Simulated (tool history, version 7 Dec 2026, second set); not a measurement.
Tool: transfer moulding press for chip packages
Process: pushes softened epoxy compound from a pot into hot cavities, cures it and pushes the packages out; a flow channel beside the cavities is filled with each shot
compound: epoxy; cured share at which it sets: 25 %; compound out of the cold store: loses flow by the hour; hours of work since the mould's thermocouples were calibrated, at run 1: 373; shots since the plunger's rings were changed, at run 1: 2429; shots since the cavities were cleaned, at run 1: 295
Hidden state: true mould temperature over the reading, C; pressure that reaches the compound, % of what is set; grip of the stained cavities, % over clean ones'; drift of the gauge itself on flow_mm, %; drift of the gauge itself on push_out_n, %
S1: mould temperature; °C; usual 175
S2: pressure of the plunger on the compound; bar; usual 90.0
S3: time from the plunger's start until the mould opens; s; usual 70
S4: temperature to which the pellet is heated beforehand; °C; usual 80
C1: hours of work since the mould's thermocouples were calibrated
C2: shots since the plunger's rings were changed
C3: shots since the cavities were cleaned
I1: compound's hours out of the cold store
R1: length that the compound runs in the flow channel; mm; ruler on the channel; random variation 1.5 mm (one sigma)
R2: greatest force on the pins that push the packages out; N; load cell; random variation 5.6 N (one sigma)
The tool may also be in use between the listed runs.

Run 1, hour 0.0: usual settings; C1 373; C2 2429; C3 295; I1 47.9. Result: R1 421 mm, R2 287 N.
At hour 18.8: cavities cleaned with cleaning compound and waxed.
Run 2, hour 25.9: usual settings but S1 168 °C; C1 391; C2 2836; C3 119; I1 23.3. Result: R1 502 mm, R2 375 N.
Run 3, hour 42.9: usual settings but S2 77.4 bar; C1 403; C2 3119; C3 402; I1 20.8. Result: R1 458 mm, R2 341 N.
At hour 49.0: plunger's sealing rings changed.
At hour 60.4: cavities cleaned with cleaning compound and waxed.
Run 4, hour 79.9: usual settings but S2 77.4 bar; C1 428; C2 488; C3 323; I1 32.9. Result: R1 438 mm, R2 305 N.
At hour 96.3: cavities cleaned with cleaning compound and waxed.
At hour 111.1: mould's thermocouples calibrated.
Run 5, hour 119.1: usual settings but S2 77.4 bar; C1 6; C2 1083; C3 346; I1 10.7. Result: R1 501 mm, R2 306 N.
At hour 135.6: cavities cleaned with cleaning compound and waxed.
Run 6, hour 151.4: usual settings but S3 51 s; C1 29; C2 1596; C3 263; I1 34.6. Result: R1 461 mm, R2 537 N.
At hour 172.2: cavities cleaned with cleaning compound and waxed.
Run 7, hour 182.2: usual settings but S3 51 s; C1 50; C2 2083; C3 167; I1 33.6. Result: R1 463 mm, R2 488 N.
At hour 208.5: cavities cleaned with cleaning compound and waxed.
Run 8, hour 208.6: usual settings; C1 68; C2 2497; C3 2; I1 34.8. Result: R1 457 mm, R2 203 N.
Run 9, hour 232.4: usual settings; C1 86; C2 2892; C3 397; I1 14.8. Result: R1 516 mm, R2 333 N.
At hour 245.5: cavities cleaned with cleaning compound and waxed.
At hour 253.7: plunger's sealing rings changed.
Run 10, hour 264.6: usual settings but S2 91.6 bar; C1 107; C2 181; C3 277; I1 15.5. Result: R1 536 mm, R2 288 N.
At hour 285.2: cavities cleaned with cleaning compound and waxed.
Run 11, hour 293.9: usual settings but S3 93 s, S4 87 °C; C1 127; C2 644; C3 145; I1 35.4. Result: R1 467 mm, R2 220 N.
At hour 323.0: cavities cleaned with cleaning compound and waxed.
Run 12, hour 323.0: usual settings but S3 55 s; C1 147; C2 1103; C3 0; I1 16.1. Result: R1 521 mm, R2 331 N.
Run 13, hour 343.5: usual settings but S3 55 s; C1 162; C2 1443; C3 340; I1 40.7. Result: R1 446 mm, R2 466 N.
At hour 359.3: cavities cleaned with cleaning compound and waxed.
Run 14, hour 362.4: usual settings but S3 59 s, S4 79 °C; C1 175; C2 1733; C3 51; I1 25.5. Result: R1 487 mm, R2 291 N.
At hour 395.0: cavities cleaned with cleaning compound and waxed.
Run 15, hour 395.0: usual settings but S1 172 °C, S2 79.5 bar; C1 198; C2 2251; C3 0; I1 19.2. Result: R1 480 mm, R2 238 N.
Run 16, hour 416.6: usual settings but S1 172 °C, S2 82.0 bar, S4 90 °C; C1 214; C2 2610; C3 359; I1 23.8. Result: R1 472 mm, R2 381 N.
At hour 433.9: cavities cleaned with cleaning compound and waxed.
At hour 455.3: plunger's sealing rings changed.
Run 17, hour 457.7: usual settings but S1 172 °C, S2 82.0 bar, S4 90 °C; C1 241; C2 40; C3 355; I1 20.5. Result: R1 497 mm, R2 358 N.
At hour 474.0: cavities cleaned with cleaning compound and waxed.
Run 18, hour 489.4: usual settings but S1 182 °C; C1 264; C2 542; C3 256; I1 8.3. Result: R1 533 mm, R2 257 N.
At hour 511.3: cavities cleaned with cleaning compound and waxed.
Run 19, hour 518.5: usual settings but S2 77.2 bar; C1 284; C2 1002; C3 120; I1 36.3. Result: R1 423 mm, R2 243 N.

Forecast each of these 4 alternatives for the next run:
At hour 548.3: cavities cleaned with cleaning compound and waxed.
Run A, hour 548.3: usual settings but S1 168 °C, S2 77.2 bar; C1 305; C2 1472; C3 0; I1 39.7. Result: R1 ?, R2 ?.
At hour 548.3: cavities cleaned with cleaning compound and waxed.
Run B, hour 548.3: usual settings but S1 182 °C, S3 53 s, S4 72 °C; C1 305; C2 1472; C3 0; I1 31.0. Result: R1 ?, R2 ?.
At hour 548.3: cavities cleaned with cleaning compound and waxed.
Run C, hour 548.3: usual settings but S1 180 °C, S2 83.4 bar; C1 305; C2 1472; C3 0; I1 8.7. Result: R1 ?, R2 ?.
At hour 548.3: cavities cleaned with cleaning compound and waxed.
Run D, hour 548.3: usual settings but S1 181 °C, S2 77.2 bar, S4 86 °C; C1 305; C2 1472; C3 0; I1 28.8. Result: R1 ?, R2 ?.

run   R1   R2
  A  430  283
  B  460  212
  C  507  179
  D  434  176
Without the tool's hidden state the same runs would have given:
run   R1   R2
  A  439  285
  B  470  212
  C  518  177
  D  443  173

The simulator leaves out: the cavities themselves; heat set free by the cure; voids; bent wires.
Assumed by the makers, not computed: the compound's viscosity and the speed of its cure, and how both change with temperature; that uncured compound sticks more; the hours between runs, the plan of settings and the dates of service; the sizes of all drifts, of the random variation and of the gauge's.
